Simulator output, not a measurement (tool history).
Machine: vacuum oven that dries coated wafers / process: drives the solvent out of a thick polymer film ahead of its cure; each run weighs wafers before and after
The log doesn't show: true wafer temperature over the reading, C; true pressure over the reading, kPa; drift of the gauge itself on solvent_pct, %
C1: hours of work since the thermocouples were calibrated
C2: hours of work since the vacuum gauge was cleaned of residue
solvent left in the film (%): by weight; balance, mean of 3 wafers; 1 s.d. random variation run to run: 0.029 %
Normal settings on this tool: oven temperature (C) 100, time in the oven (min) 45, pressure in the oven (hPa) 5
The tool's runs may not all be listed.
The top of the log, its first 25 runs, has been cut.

Run 26, hour 667.9: usual settings but oven temperature (C) 101, time in the oven (min) 57, pressure in the oven (hPa) 8.33; C1 211; C2 298. Result: solvent left in the film (%) 1.51.
Run 27, hour 695.9: usual settings but oven temperature (C) 101, time in the oven (min) 57, pressure in the oven (hPa) 8.33; C1 222; C2 310. Result: solvent left in the film (%) 1.52.
Run 28, hour 721.4: usual settings but oven temperature (C) 110, time in the oven (min) 70, pressure in the oven (hPa) 8.4; C1 233; C2 321. Result: solvent left in the film (%) 0.44.
Run 29, hour 756.4: usual settings but oven temperature (C) 108, pressure in the oven (hPa) 3.18; C1 248; C2 336. Result: solvent left in the film (%) 1.09.
Run 30, hour 783.7: usual settings but oven temperature (C) 85, pressure in the oven (hPa) 3.74; C1 260; C2 347. Result: solvent left in the film (%) 4.79.
Run 31, hour 818.7: usual settings but oven temperature (C) 85, pressure in the oven (hPa) 3.74; C1 275; C2 362. Result: solvent left in the film (%) 4.85.
Run 32, hour 852.5: usual settings but oven temperature (C) 102, time in the oven (min) 61, pressure in the oven (hPa) 3.99; C1 289; C2 377. Result: solvent left in the film (%) 1.04.
Run 33, hour 884.9: usual settings but oven temperature (C) 96, pressure in the oven (hPa) 6.95; C1 303; C2 390. Result: solvent left in the film (%) 2.9.
Run 34, hour 919.8: usual settings but oven temperature (C) 106, time in the oven (min) 43, pressure in the oven (hPa) 4.8; C1 317; C2 405. Result: solvent left in the film (%) 1.56.
Run 35, hour 945.8: usual settings but oven temperature (C) 106, time in the oven (min) 43, pressure in the oven (hPa) 4.8; C1 328; C2 416. Result: solvent left in the film (%) 1.48.
Run 36, hour 981.3: usual settings but oven temperature (C) 98, time in the oven (min) 52, pressure in the oven (hPa) 5.88; C1 344; C2 431. Result: solvent left in the film (%) 2.08.
Run 37, hour 1012.8: usual settings but oven temperature (C) 98, time in the oven (min) 52, pressure in the oven (hPa) 5.88; C1 357; C2 445. Result: solvent left in the film (%) 2.09.
Run 38, hour 1037.5: usual settings but oven temperature (C) 104, time in the oven (min) 80, pressure in the oven (hPa) 3.42; C1 367; C2 455. Result: solvent left in the film (%) 0.49.

Branching from run 38: 5 alternative next runs. What would each branch give?
Run A, hour 1074.9: usual settings but oven temperature (C) 85, time in the oven (min) 80, pressure in the oven (hPa) 3.42; C1 383; C2 471. Result: solvent left in the film (%) ?.
Run B, hour 1074.9: usual settings but oven temperature (C) 89, time in the oven (min) 22, pressure in the oven (hPa) 5.86; C1 383; C2 471. Result: solvent left in the film (%) ?.
Run C, hour 1074.9: usual settings but oven temperature (C) 114, time in the oven (min) 80, pressure in the oven (hPa) 3.26; C1 383; C2 471. Result: solvent left in the film (%) ?.
Run D, hour 1074.9: usual settings but oven temperature (C) 91, time in the oven (min) 28, pressure in the oven (hPa) 3.04; C1 383; C2 471. Result: solvent left in the film (%) ?.
Run E, hour 1074.9: usual settings but oven temperature (C) 97, time in the oven (min) 66; C1 383; C2 471. Result: solvent left in the film (%) ?.

run  solvent left in the film (%)
  A                          2.73
  B                          6.57
  C                          0.16
  D                           5.4
  E                          1.56
Without the tool's unlogged condition, the same runs would have read:
run  solvent left in the film (%)
  A                          2.82
  B                          6.69
  C                          0.12
  D                          5.53
  E                          1.63

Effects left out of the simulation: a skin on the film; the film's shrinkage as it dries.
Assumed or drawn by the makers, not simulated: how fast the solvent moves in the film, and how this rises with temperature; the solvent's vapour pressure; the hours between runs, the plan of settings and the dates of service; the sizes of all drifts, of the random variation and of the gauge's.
